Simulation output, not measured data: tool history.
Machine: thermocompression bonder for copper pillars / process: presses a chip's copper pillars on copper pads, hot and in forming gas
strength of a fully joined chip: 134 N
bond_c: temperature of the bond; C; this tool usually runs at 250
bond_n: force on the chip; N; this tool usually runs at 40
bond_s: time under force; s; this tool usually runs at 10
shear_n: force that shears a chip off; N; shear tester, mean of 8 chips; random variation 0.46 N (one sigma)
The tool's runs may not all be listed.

run,hour,bond_c,bond_n,bond_s,shear_n
1,0.0,250,40,10,72.1
2,42.6,250,40,10,72.8
3,92.2,250,40,10,71.8
4,128.3,250,40,10,71.9
5,160.7,250,40,10,72.3
6,196.4,250,40,10,71.4
7,222.2,250,40,10,70.9
8,274.8,250,40,10,72.1
9,325.2,250,40,10,71.2
10,354.1,250,49,10,78.9
11,402.2,250,49,10,95.5
12,443.2,250,49,10,94.7
13,497.1,225,49,10,67.6
14,536.8,250,40,10,61.8
15,570.3,250,40,16,71.5
16,592.6,250,40,10,61.4
17,639.6,250,40,10,61.9
18,688.1,250,40,10,61.5
19,710.3,250,40,10,60.9
20,763.5,250,40,10,60.6
21,812.0,250,40,10,61.8
22,864.6,224,57,20,69.2
23,914.1,224,45,7,39.0
24,967.2,247,24,6,36.0
25,1003.5,224,26,10,30.3
26,1051.4,224,26,10,30.6
27,1095.3,263,26,24,82.9
28,1118.7,263,26,24,81.9
29,1143.3,263,46,24,105.2
30,1169.1,231,55,10,59.1
31,1212.4,226,47,12,52.9
32,1260.4,238,40,17,65.8
33,1311.9,238,40,17,65.3
34,1359.8,234,26,8,36.6
35,1413.4,277,39,21,113.9
36,1439.5,250,40,7,64.1
37,1496.3,250,39,8,68.5
38,1540.3,280,33,8,91.1
39,1575.3,243,39,7,57.4
40,1605.4,243,39,7,57.4

Removed from this log: 6 entries logged between the listed runs. Between which two listed runs does each belong, and how does the tool's hidden state at the listed run before it compare with that at the listed run after it?
Logged between run 10 and run 11: forming gas filter changed (hour 372.5); heater calibrated with a thermocouple chip (hour 401.8)
  true temperature of the bond over the reading, C: 12.7 -> 21.1; force that reaches the chip, % of what is set: 97.7 -> 97.6; oxide that the forming gas leaves, % of the face: 9.34 -> 1.12
  measured result minus the result with no hidden state, shear_n: +5.5 -> +21.6 N
Logged between run 13 and run 14: heater calibrated with a thermocouple chip, once more (hour 518.2)
  true temperature of the bond over the reading, C: 22.2 -> 0.1; force that reaches the chip, % of what is set: 97.4 -> 97.3; oxide that the forming gas leaves, % of the face: 2.93 -> 3.7
  measured result minus the result with no hidden state, shear_n: +20.7 -> -3.1 N
Logged between run 21 and run 22: forming gas filter changed (hour 856.3)
  true temperature of the bond over the reading, C: 3 -> 3.6; force that reaches the chip, % of what is set: 96.7 -> 96.6; oxide that the forming gas leaves, % of the face: 8.83 -> 0.75
  measured result minus the result with no hidden state, shear_n: -3.8 -> +2.7 N
Logged between run 33 and run 34: forming gas filter changed (hour 1334.0)
  true temperature of the bond over the reading, C: 8.4 -> 9; force that reaches the chip, % of what is set: 95.5 -> 95.4; oxide that the forming gas leaves, % of the face: 9.31 -> 1.12
  measured result minus the result with no hidden state, shear_n: +1.2 -> +5.0 N
Logged between run 36 and run 37: force cell calibrated (hour 1476.7)
  true temperature of the bond over the reading, C: 9.9 -> 10.4; force that reaches the chip, % of what is set: 95.2 -> 99.7; oxide that the forming gas leaves, % of the face: 2.66 -> 3.64
  measured result minus the result with no hidden state, shear_n: +6.8 -> +8.7 N
